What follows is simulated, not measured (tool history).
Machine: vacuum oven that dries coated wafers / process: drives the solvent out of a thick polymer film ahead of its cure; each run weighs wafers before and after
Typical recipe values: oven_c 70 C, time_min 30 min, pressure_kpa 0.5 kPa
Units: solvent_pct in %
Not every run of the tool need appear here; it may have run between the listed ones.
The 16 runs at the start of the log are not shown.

run,hour,oven_c,time_min,pressure_kpa,solvent_pct
17,193.1,70,30,0.55,1.55
18,210,66,30,0.5,3.03
19,226.2,66,30,0.5,2.9
20,241.9,70,21,0.572,3.06
21,255.1,83,16,0.5,0.45
22,271.1,83,16,0.5,0.46
23,279.9,78,44,1.099,0.49
24,288.3,65,25,0.297,4.32
25,298.1,65,25,0.297,4.29
26,312.7,82,23,0.5,0.31
27,329.1,80,23,0.5,0.41
28,342.7,74,45,0.302,0.27
29,352.7,72,34,0.514,0.84
30,361.3,60,16,0.514,10.04
31,370.1,56,48,1.822,6.74
32,380.4,70,28,0.29,1.46
33,394.1,70,42,0.825,0.91
34,408.5,65,34,0.607,2.8
35,418.6,68,30,1.859,2.97

Consider 5 possible next runs. They are alternatives, not a sequence: every one starts from the tool as it was left by run 35. What does each give?
A,432.7,68,18,0.5,?
B,432.7,62,30,0.5,?
C,432.7,76,30,0.5,?
D,432.7,70,25,0.5,?
E,432.7,68,19,1.802,?

run,solvent_pct
A,4.78
B,5.02
C,0.47
D,2.14
E,5.14
Without the tool's hidden state the same runs would have given:
run,solvent_pct
A,4.55
B,4.77
C,0.39
D,1.97
E,4.91

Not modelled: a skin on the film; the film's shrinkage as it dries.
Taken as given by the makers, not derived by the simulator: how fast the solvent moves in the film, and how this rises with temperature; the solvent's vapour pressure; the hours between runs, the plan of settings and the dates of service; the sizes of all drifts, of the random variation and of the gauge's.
